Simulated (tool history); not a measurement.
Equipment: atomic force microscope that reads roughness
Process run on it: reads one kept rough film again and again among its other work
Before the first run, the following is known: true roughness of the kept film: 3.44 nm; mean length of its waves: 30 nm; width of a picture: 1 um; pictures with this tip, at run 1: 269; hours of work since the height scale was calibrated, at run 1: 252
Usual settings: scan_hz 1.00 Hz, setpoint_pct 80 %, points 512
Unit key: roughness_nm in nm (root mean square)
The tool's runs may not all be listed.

| run | day | scan_hz | setpoint_pct | points | pictures with this tip | hours of work since the height scale was calibrated | roughness_nm |
|---|---|---|---|---|---|---|---|
| 1 | 0.000 | 1.00 | 80 | 512 | 269 | 252 | 2.429 |
| 2 | 1.208 | 1.00 | 80 | 512 | 301 | 267 | 2.389 |
| 3 | 2.042 | 1.00 | 71 | 512 | 323 | 277 | 2.463 |
| 4 | 2.800 | 1.00 | 71 | 512 | 343 | 287 | 2.437 |
|  | 3.483 | new tip fitted |
| 5 | 4.133 | 1.00 | 80 | 512 | 17 | 303 | 2.725 |
| 6 | 4.942 | 0.54 | 80 | 512 | 38 | 313 | 2.795 |
| 7 | 5.892 | 1.16 | 80 | 512 | 63 | 325 | 2.600 |
| 8 | 6.688 | 1.16 | 80 | 512 | 84 | 335 | 2.588 |
| 9 | 7.358 | 1.00 | 57 | 512 | 102 | 343 | 2.783 |
| 10 | 8.450 | 1.00 | 57 | 512 | 131 | 357 | 2.746 |
| 11 | 9.146 | 0.54 | 80 | 512 | 149 | 365 | 2.654 |
| 12 | 9.825 | 0.54 | 90 | 512 | 167 | 374 | 2.556 |
| 13 | 10.850 | 0.54 | 90 | 512 | 194 | 386 | 2.549 |
| 14 | 12.083 | 0.54 | 90 | 512 | 226 | 402 | 2.480 |
| 15 | 13.029 | 1.00 | 80 | 512 | 251 | 414 | 2.423 |
| 16 | 14.283 | 1.00 | 80 | 512 | 284 | 429 | 2.425 |
| 17 | 14.992 | 1.00 | 80 | 512 | 302 | 438 | 2.409 |
| 18 | 15.875 | 1.00 | 80 | 845 | 326 | 449 | 2.365 |
| 19 | 16.967 | 1.00 | 80 | 845 | 354 | 462 | 2.379 |
|  | 17.171 | new tip fitted |
| 20 | 17.733 | 1.00 | 80 | 845 | 15 | 472 | 2.718 |
| 21 | 18.892 | 1.00 | 66 | 845 | 45 | 486 | 2.833 |
| 22 | 19.629 | 1.00 | 60 | 845 | 65 | 495 | 2.810 |
| 23 | 20.579 | 1.00 | 80 | 512 | 89 | 507 | 2.616 |
| 24 | 21.662 | 1.00 | 80 | 512 | 118 | 520 | 2.593 |
| 25 | 22.729 | 1.00 | 63 | 512 | 146 | 534 | 2.713 |
| 26 | 23.346 | 1.00 | 63 | 512 | 162 | 541 | 2.685 |
| 27 | 24.417 | 1.00 | 63 | 512 | 190 | 555 | 2.639 |
| 28 | 25.383 | 1.00 | 63 | 512 | 216 | 567 | 2.645 |
| 29 | 26.292 | 1.00 | 82 | 332 | 240 | 578 | 2.431 |
| 30 | 26.925 | 0.51 | 72 | 788 | 256 | 586 | 2.611 |
| 31 | 27.517 | 0.51 | 60 | 478 | 272 | 593 | 2.621 |
| 32 | 28.075 | 0.61 | 65 | 512 | 286 | 600 | 2.592 |
| 33 | 28.646 | 1.98 | 65 | 872 | 301 | 607 | 2.449 |
| 34 | 29.271 | 1.00 | 73 | 512 | 318 | 615 | 2.450 |
| 35 | 30.517 | 0.67 | 65 | 382 | 351 | 630 | 2.498 |
|  | 30.850 | new tip fitted |
| 36 | 31.625 | 0.67 | 65 | 382 | 20 | 644 | 2.865 |
| 37 | 32.529 | 0.67 | 65 | 382 | 44 | 655 | 2.846 |
| 38 | 33.542 | 1.00 | 84 | 397 | 70 | 668 | 2.596 |
| 39 | 34.812 | 2.18 | 77 | 512 | 104 | 683 | 2.428 |
| 40 | 35.533 | 1.00 | 65 | 788 | 123 | 692 | 2.716 |
| 41 | 36.896 | 1.00 | 65 | 488 | 158 | 709 | 2.681 |
| 42 | 38.142 | 0.65 | 76 | 460 | 191 | 725 | 2.590 |
| 43 | 38.938 | 1.08 | 79 | 873 | 212 | 734 | 2.456 |
| 44 | 40.254 | 1.00 | 80 | 314 | 247 | 751 | 2.410 |
| 45 | 40.862 | 2.87 | 62 | 643 | 263 | 758 | 2.428 |
| 46 | 41.567 | 2.87 | 62 | 643 | 281 | 767 | 2.426 |
| 47 | 42.775 | 3.53 | 62 | 831 | 313 | 782 | 2.342 |
| 48 | 44.054 | 3.53 | 60 | 831 | 346 | 798 | 2.328 |
|  | 44.579 | new tip fitted |
| 49 | 45.338 | 2.46 | 77 | 374 | 20 | 814 | 2.459 |
| 50 | 46.108 | 2.83 | 80 | 478 | 40 | 823 | 2.308 |
| 51 | 47.092 | 2.83 | 84 | 478 | 66 | 835 | 2.190 |
| 52 | 48.246 | 1.76 | 66 | 391 | 96 | 850 | 2.660 |

Some steps in roughness_nm between neighbouring runs. How much of each would the tool show without its hidden state too (settings, what came in, random variation), and how much is left for the hidden state, with any gauge scatter that isn't in both results?
Hidden state present: radius of the tip, nm; height scale over the true one, %; drift of the gauge itself on roughness_nm, %.
Run 19 -> 20: new tip fitted. roughness_nm +0.339 nm (root mean square): hidden state +0.365, all else -0.026.
Run 35 -> 36: new tip fitted. roughness_nm +0.367 nm (root mean square): hidden state +0.360, all else +0.007.
Run 48 -> 49: scan_hz 3.53 -> 2.46, setpoint_pct 60 -> 77, points 831 -> 374, new tip fitted. roughness_nm +0.131 nm (root mean square): hidden state +0.362, all else -0.231.
Run 51 -> 52: scan_hz 2.83 -> 1.76, setpoint_pct 84 -> 66, points 478 -> 391. roughness_nm +0.470 nm (root mean square): hidden state -0.045, all else +0.515.
